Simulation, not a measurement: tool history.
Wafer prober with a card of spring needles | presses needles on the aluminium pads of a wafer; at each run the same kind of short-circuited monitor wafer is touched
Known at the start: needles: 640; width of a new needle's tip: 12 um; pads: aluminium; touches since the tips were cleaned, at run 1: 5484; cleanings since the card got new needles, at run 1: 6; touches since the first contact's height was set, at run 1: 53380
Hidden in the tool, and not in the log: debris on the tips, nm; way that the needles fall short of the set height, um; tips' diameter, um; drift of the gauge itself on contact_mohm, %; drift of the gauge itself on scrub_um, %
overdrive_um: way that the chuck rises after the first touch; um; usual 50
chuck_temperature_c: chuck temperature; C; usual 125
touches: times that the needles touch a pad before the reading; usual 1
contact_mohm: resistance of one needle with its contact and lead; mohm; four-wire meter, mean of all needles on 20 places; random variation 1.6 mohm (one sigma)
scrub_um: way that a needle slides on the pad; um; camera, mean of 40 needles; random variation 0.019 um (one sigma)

run   hour  overdrive_um  chuck_temperature_c  touches  touches since the tips were cleaned  cleanings since the card got new needles  touches since the first contact's height was set  contact_mohm  scrub_um
  1      0            50                  125        1                                 5484                                         6                                             53380           224     11.12
       6.1  -- tips cleaned on abrasive film
  2    9.9            50                   28        1                                 1122                                         7                                             56247           175     11.09
  3   23.1            57                  125        1                                 4989                                         7                                             60114           205     12.64
      30.9  -- tips cleaned on abrasive film
  4   33.6            50                  125        2                                  780                                         8                                             63151           167     11.11
  5   47.4            50                  125        2                                 4835                                         8                                             67206           196     11.09
      55.4  -- tips cleaned on abrasive film
  6   55.4            50                   60        1                                    0                                         9                                             69495           154     11.07
  7   67.3            50                  125        1                                 3488                                         9                                             72983           210     11.06
  8   74.5            50                  125        1                                 5601                                         9                                             75096           224     11.07
      79.9  -- tips cleaned on abrasive film
  9   85.1            50                   31        1                                 1517                                        10                                             78163           176     11.09
 10   94.4            50                   31        1                                 4242                                        10                                             80888           207     11.06
     104.5  -- tips cleaned on abrasive film
 11    108            50                  125        1                                 1022                                        11                                             84850           182     11.05
 12  117.4            32                  125        1                                 3762                                        11                                             87590           295      7.02
 13  123.2            32                  125        1                                 5447                                        11                                             89275           313         7
     128.8  -- tips cleaned on abrasive film
 14  131.8            50                   39        1                                  898                                        12                                             91790           165     11.05
 15  145.1            50                  125        1                                 4778                                        12                                             95670           221     11.02
     153.1  -- tips cleaned on abrasive film
 16  158.5            48                  125        1                                 1556                                        13                                             99551           192     10.55
 17    168            31                  125        1                                 4351                                        13                                            102346           313      6.78
 18  173.8            31                   31        1                                 6052                                        13                                            104047           345      6.78
     177.4  -- tips cleaned on abrasive film
 19  179.8            31                  125        2                                  710                                        14                                            105778           199      6.75
 20  191.9            50                  125        2                                 4238                                        14                                            109306           194     11.01
 21  200.5            58                  100        2                                 6765                                        14                                            111833           188     12.81
     202.8  -- tips cleaned on abrasive film
 22  213.4            50                   31        2                                 3106                                        15                                            115572           177        11
     215.3  -- height of the first contact set anew
 23  220.1            35                  114        1                                 4976                                        15                                              1396           285      7.87
     227.5  -- tips cleaned on abrasive film
 24  227.5            47                  100        2                                    0                                        16                                              3539           158     10.53
 25  234.5            59                  125        2                                 2048                                        16                                              5587           175     13.21
 26  241.4            41                   56        1                                 4059                                        16                                              7598           244      9.16
     252.5  -- tips cleaned on abrasive film
 27    254            40                   46        2                                  457                                        17                                             11265           164      8.95
 28  267.9            40                   46        2                                 4509                                        17                                             15317           210      8.93
     277.4  -- tips cleaned on abrasive film
 29  278.8            58                   35        2                                  415                                        18                                             18501           150     12.98
 30  289.4            36                   27        2                                 3509                                        18                                             21595           216      8.02
 31  297.7            65                   59        2                                 5945                                        18                                             24031           173     14.54
     301.8  -- tips cleaned on abrasive film
 32  311.2            43                   59        3                                 2745                                        19                                             27938           176       9.6
 33  324.9            43                   59        3                                 6760                                        19                                             31953           188      9.56

The next listed run, before its measurement:
       327  -- tips cleaned on abrasive film
 34  331.3            32                  125        1                                 1281                                        20                                             33808             ?         ?

{"run 34": {"contact_mohm": 233, "scrub_um": 7.11}}
Without the tool's hidden state the same run would have given contact_mohm 168 mohm, scrub_um 7.18 um.

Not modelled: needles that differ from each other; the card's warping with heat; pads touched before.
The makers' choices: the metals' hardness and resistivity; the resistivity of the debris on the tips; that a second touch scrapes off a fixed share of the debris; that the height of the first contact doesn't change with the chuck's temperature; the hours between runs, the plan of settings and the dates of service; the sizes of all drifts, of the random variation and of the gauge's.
